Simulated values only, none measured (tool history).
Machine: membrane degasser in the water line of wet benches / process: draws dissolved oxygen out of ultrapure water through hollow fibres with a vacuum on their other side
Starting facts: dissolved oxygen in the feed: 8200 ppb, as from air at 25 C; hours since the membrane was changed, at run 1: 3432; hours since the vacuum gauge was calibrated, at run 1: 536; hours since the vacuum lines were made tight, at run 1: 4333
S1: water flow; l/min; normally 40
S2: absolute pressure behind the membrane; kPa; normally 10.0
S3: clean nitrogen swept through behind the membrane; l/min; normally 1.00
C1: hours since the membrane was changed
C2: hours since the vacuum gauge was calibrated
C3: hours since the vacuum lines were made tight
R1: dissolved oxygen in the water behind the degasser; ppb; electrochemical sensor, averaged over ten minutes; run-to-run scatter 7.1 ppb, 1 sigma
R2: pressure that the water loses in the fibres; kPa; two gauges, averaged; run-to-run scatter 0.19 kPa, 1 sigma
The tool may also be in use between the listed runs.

| run | hour | S1 | S2 | S3 | C1 | C2 | C3 | R1 | R2 |
|---|---|---|---|---|---|---|---|---|---|
| 1 | 0.0 | 40 | 10.0 | 1.00 | 3432 | 536 | 4333 | 765.1 | 39.48 |
| 2 | 203.8 | 40 | 10.0 | 1.00 | 3636 | 740 | 4537 | 764.9 | 39.60 |
| 3 | 322.0 | 40 | 10.0 | 0.48 | 3754 | 858 | 4655 | 1076.8 | 39.69 |
| 4 | 502.5 | 40 | 10.0 | 0.48 | 3935 | 1038 | 4836 | 1091.8 | 39.45 |
| 5 | 642.3 | 40 | 10.0 | 1.44 | 4074 | 1178 | 4975 | 644.7 | 39.44 |
| 6 | 733.9 | 36 | 10.0 | 1.00 | 4166 | 1270 | 5067 | 663.9 | 35.72 |
| 7 | 955.9 | 40 | 10.0 | 1.00 | 4388 | 1492 | 5289 | 767.8 | 39.85 |
| 8 | 1115.3 | 40 | 10.0 | 1.00 | 4547 | 1651 | 5448 | 755.6 | 39.91 |
| 9 | 1237.8 | 40 | 10.0 | 1.00 | 4670 | 1774 | 5571 | 767.6 | 40.31 |
| 10 | 1406.1 | 40 | 10.0 | 1.00 | 4838 | 1942 | 5739 | 769.5 | 40.11 |
| 11 | 1565.7 | 40 | 10.0 | 1.00 | 4998 | 2102 | 5899 | 771.4 | 40.25 |
| 12 | 1722.9 | 27 | 10.0 | 1.00 | 5155 | 2259 | 6056 | 466.4 | 27.29 |
| 13 | 1918.8 | 40 | 10.0 | 2.13 | 5351 | 2455 | 6252 | 541.4 | 40.77 |
|  | 2087.1 | seals of the vacuum lines changed |
| 14 | 2097.2 | 40 | 10.0 | 2.13 | 5527 | 2631 | 10 | 534.7 | 40.84 |
|  | 2195.3 | gauge calibrated |
| 15 | 2258.0 | 40 | 13.6 | 1.00 | 5688 | 2792 | 171 | 996.1 | 39.54 |
| 16 | 2375.8 | 40 | 13.6 | 1.00 | 5806 | 2910 | 289 | 1008.3 | 39.57 |
| 17 | 2544.4 | 40 | 14.9 | 0.70 | 5974 | 3078 | 457 | 1333.0 | 39.66 |
| 18 | 2725.5 | 40 | 14.9 | 0.70 | 6156 | 3259 | 638 | 1317.7 | 40.10 |
| 19 | 2857.2 | 40 | 12.6 | 2.66 | 6287 | 3391 | 770 | 572.2 | 39.62 |
| 20 | 3056.3 | 40 | 17.9 | 1.30 | 6486 | 3590 | 969 | 1087.6 | 39.78 |
| 21 | 3202.7 | 44 | 17.9 | 0.49 | 6633 | 3737 | 1116 | 2024.7 | 44.24 |
| 22 | 3399.8 | 54 | 12.1 | 1.00 | 6830 | 3934 | 1313 | 1299.4 | 54.12 |
| 23 | 3513.6 | 34 | 10.0 | 1.00 | 6944 | 4048 | 1427 | 617.5 | 34.12 |
| 24 | 3722.6 | 25 | 11.0 | 0.52 | 7153 | 4256 | 1635 | 740.4 | 25.00 |
| 25 | 3880.5 | 39 | 6.8 | 1.82 | 7311 | 4414 | 1793 | 416.3 | 39.01 |
| 26 | 4022.1 | 48 | 23.7 | 1.99 | 7452 | 4556 | 1935 | 1318.2 | 48.46 |
| 27 | 4235.4 | 48 | 23.7 | 1.99 | 7666 | 4769 | 2148 | 1302.2 | 48.49 |

Results per run with the tool's hidden condition removed, run-to-run variation unchanged:
Unlogged tool condition in this case: membrane still open, %; true pressure behind the membrane over the reading, kPa; air that leaks in behind the membrane, l/min; drift of the gauge itself on oxygen_ppb, %; drift of the gauge itself on loss_of_pressure_kpa, %.
| run | R2 |
|---|---|
| 1 | 39.47 |
| 2 | 39.48 |
| 3 | 39.51 |
| 4 | 39.17 |
| 5 | 39.10 |
| 6 | 35.36 |
| 7 | 39.34 |
| 8 | 39.32 |
| 9 | 39.65 |
| 10 | 39.37 |
| 11 | 39.42 |
| 12 | 26.67 |
| 13 | 39.76 |
| 14 | 39.73 |
| 15 | 39.49 |
| 16 | 39.46 |
| 17 | 39.46 |
| 18 | 39.81 |
| 19 | 39.25 |
| 20 | 39.31 |
| 21 | 43.64 |
| 22 | 53.25 |
| 23 | 33.51 |
| 24 | 24.49 |
| 25 | 38.13 |
| 26 | 47.29 |
| 27 | 47.18 |
For R1, the value without the hidden state is never more than 0.7 ppb from the measured value.
